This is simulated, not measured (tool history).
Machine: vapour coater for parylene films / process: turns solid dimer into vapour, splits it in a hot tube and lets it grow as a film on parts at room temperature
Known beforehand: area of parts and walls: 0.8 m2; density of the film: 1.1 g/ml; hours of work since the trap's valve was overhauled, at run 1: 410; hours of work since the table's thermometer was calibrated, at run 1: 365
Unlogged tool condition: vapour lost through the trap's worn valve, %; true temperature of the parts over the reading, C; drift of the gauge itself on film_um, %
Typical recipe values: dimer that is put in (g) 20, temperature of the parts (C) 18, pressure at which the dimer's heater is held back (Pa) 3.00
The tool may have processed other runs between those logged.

run	hour	dimer that is put in (g)	temperature of the parts (C)	pressure at which the dimer's heater is held back (Pa)	hours of work since the trap's valve was overhauled	hours of work since the table's thermometer was calibrated	thickness of the film (nm)
1	0.0	20	18	3.00	410	365	14250
2	10.3	20	18	3.00	415	369	14230
3	31.4	20	18	3.00	425	379	14150
4	46.7	20	18	3.00	432	387	14060
5	66.2	20	18	3.00	441	396	14150
6	83.2	20	18	3.00	449	404	14040
# hour 85.5: table's thermometer calibrated
7	108.0	20	18	3.00	460	11	14110
8	120.8	10	16	2.04	466	17	7650
9	144.1	13	18	4.96	477	28	9070
10	166.5	9	12	4.96	488	38	7610
11	187.6	9	12	4.96	498	48	7620
12	203.1	16	14	4.58	505	56	12430
# hour 213.2: table's thermometer calibrated, once more
13	216.1	16	14	4.58	511	1	12320
14	227.3	16	23	6.42	516	7	8890

What if the next run were any one of these 5? Each begins from the tool's condition after run 14:
A	243.1	29	18	3.00	524	14	?
B	243.1	20	18	3.00	524	14	?
C	243.1	21	16	3.00	524	14	?
D	243.1	16	24	6.42	524	14	?
E	243.1	20	15	3.00	524	14	?

run	thickness of the film (nm)
A	19940
B	13680
C	15660
D	8550
E	15320
Take away the tool's hidden state, keep each run's random variation, and the runs would have read:
run	thickness of the film (nm)
A	23180
B	15900
C	18210
D	9940
E	17810
